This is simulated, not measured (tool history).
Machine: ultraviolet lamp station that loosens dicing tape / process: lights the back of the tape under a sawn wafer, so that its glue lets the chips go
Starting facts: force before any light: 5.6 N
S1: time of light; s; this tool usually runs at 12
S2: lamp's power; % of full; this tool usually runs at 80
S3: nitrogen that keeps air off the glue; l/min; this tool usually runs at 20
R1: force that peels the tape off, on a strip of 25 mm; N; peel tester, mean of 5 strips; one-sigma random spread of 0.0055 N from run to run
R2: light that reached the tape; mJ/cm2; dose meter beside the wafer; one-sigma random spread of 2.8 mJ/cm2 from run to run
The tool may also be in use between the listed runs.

{"run": 1, "hour": 0.0, "S1": 12, "S2": 80, "S3": 20, "R1": 0.15, "R2": 341}
{"run": 2, "hour": 36.1, "S1": 12, "S2": 80, "S3": 20, "R1": 0.144, "R2": 336}
{"run": 3, "hour": 112.0, "S1": 12, "S2": 80, "S3": 20, "R1": 0.166, "R2": 326}
{"run": 4, "hour": 171.7, "S1": 12, "S2": 82, "S3": 20, "R1": 0.162, "R2": 327}
{"run": 5, "hour": 206.6, "S1": 12, "S2": 82, "S3": 20, "R1": 0.167, "R2": 322}
{"run": 6, "hour": 270.2, "S1": 15, "S2": 80, "S3": 20, "R1": 0.113, "R2": 388}
{"run": 7, "hour": 336.1, "S1": 12, "S2": 80, "S3": 20, "R1": 0.192, "R2": 301}
{"run": 8, "hour": 373.1, "S1": 12, "S2": 80, "S3": 20, "R1": 0.213, "R2": 294}
{"run": 9, "hour": 443.0, "S1": 12, "S2": 80, "S3": 20, "R1": 0.218, "R2": 286}
{"run": 10, "hour": 492.2, "S1": 12, "S2": 80, "S3": 20, "R1": 0.229, "R2": 281}
{"run": 11, "hour": 554.0, "S1": 12, "S2": 80, "S3": 20, "R1": 0.248, "R2": 276}
{"run": 12, "hour": 614.4, "S1": 12, "S2": 80, "S3": 9, "R1": 0.553, "R2": 264}
{"hour": 632.9, "done": "window cleaned of glue's vapour"}
{"run": 13, "hour": 674.9, "S1": 8, "S2": 80, "S3": 20, "R1": 0.505, "R2": 200}
{"run": 14, "hour": 724.8, "S1": 8, "S2": 80, "S3": 20, "R1": 0.524, "R2": 193}
{"run": 15, "hour": 792.9, "S1": 8, "S2": 80, "S3": 20, "R1": 0.555, "R2": 190}
{"hour": 829.2, "done": "lamp changed"}
{"run": 16, "hour": 829.2, "S1": 8, "S2": 78, "S3": 20, "R1": 0.346, "R2": 236}
{"run": 17, "hour": 875.3, "S1": 9, "S2": 78, "S3": 20, "R1": 0.265, "R2": 262}
{"run": 18, "hour": 942.5, "S1": 9, "S2": 78, "S3": 20, "R1": 0.287, "R2": 256}
{"run": 19, "hour": 1017.6, "S1": 9, "S2": 78, "S3": 20, "R1": 0.295, "R2": 250}
{"run": 20, "hour": 1058.2, "S1": 12, "S2": 80, "S3": 11, "R1": 0.256, "R2": 338}
{"run": 21, "hour": 1099.0, "S1": 12, "S2": 80, "S3": 11, "R1": 0.271, "R2": 333}
{"run": 22, "hour": 1154.2, "S1": 12, "S2": 80, "S3": 11, "R1": 0.291, "R2": 323}
{"run": 23, "hour": 1189.3, "S1": 11, "S2": 80, "S3": 29, "R1": 0.158, "R2": 297}
{"run": 24, "hour": 1234.9, "S1": 11, "S2": 74, "S3": 29, "R1": 0.189, "R2": 270}
{"run": 25, "hour": 1288.8, "S1": 20, "S2": 80, "S3": 23, "R1": 0.083, "R2": 514}
{"hour": 1315.8, "done": "window cleaned of glue's vapour"}
{"run": 26, "hour": 1322.8, "S1": 20, "S2": 90, "S3": 12, "R1": 0.075, "R2": 652}
{"run": 27, "hour": 1370.6, "S1": 11, "S2": 90, "S3": 27, "R1": 0.125, "R2": 354}
{"run": 28, "hour": 1434.9, "S1": 11, "S2": 84, "S3": 32, "R1": 0.111, "R2": 324}
{"run": 29, "hour": 1493.2, "S1": 9, "S2": 68, "S3": 20, "R1": 0.46, "R2": 206}
{"run": 30, "hour": 1554.2, "S1": 9, "S2": 68, "S3": 12, "R1": 0.739, "R2": 207}
{"run": 31, "hour": 1612.0, "S1": 9, "S2": 68, "S3": 12, "R1": 0.778, "R2": 198}
{"run": 32, "hour": 1677.5, "S1": 23, "S2": 63, "S3": 14, "R1": 0.111, "R2": 457}
{"run": 33, "hour": 1742.5, "S1": 23, "S2": 63, "S3": 14, "R1": 0.12, "R2": 448}
{"run": 34, "hour": 1806.5, "S1": 23, "S2": 80, "S3": 9, "R1": 0.113, "R2": 555}
{"run": 35, "hour": 1844.7, "S1": 23, "S2": 80, "S3": 9, "R1": 0.116, "R2": 540}
{"run": 36, "hour": 1889.3, "S1": 16, "S2": 66, "S3": 10, "R1": 0.346, "R2": 307}
{"run": 37, "hour": 1960.0, "S1": 6, "S2": 76, "S3": 30, "R1": 0.901, "R2": 128}
{"hour": 1997.5, "done": "window cleaned of glue's vapour"}
{"run": 38, "hour": 2019.8, "S1": 12, "S2": 80, "S3": 10, "R1": 0.364, "R2": 305}
{"run": 39, "hour": 2072.3, "S1": 23, "S2": 80, "S3": 32, "R1": 0.07, "R2": 567}

4 options for the next run, each taken on its own from the tool as it stands now. Forecast them:
{"run": "A", "hour": 2110.2, "S1": 23, "S2": 97, "S3": 8, "R1": "?", "R2": "?"}
{"run": "B", "hour": 2110.2, "S1": 12, "S2": 78, "S3": 13, "R1": "?", "R2": "?"}
{"run": "C", "hour": 2110.2, "S1": 12, "S2": 95, "S3": 16, "R1": "?", "R2": "?"}
{"run": "D", "hour": 2110.2, "S1": 17, "S2": 80, "S3": 27, "R1": "?", "R2": "?"}

run=A R1=0.099 R2=672
run=B R1=0.328 R2=283
run=C R1=0.166 R2=348
run=D R1=0.094 R2=412
The same runs, with their run-to-run variation unchanged, on a tool lacking any hidden condition would have given:
run=A R1=0.087 R2=889
run=B R1=0.166 R2=375
run=C R1=0.098 R2=460
run=D R1=0.081 R2=545
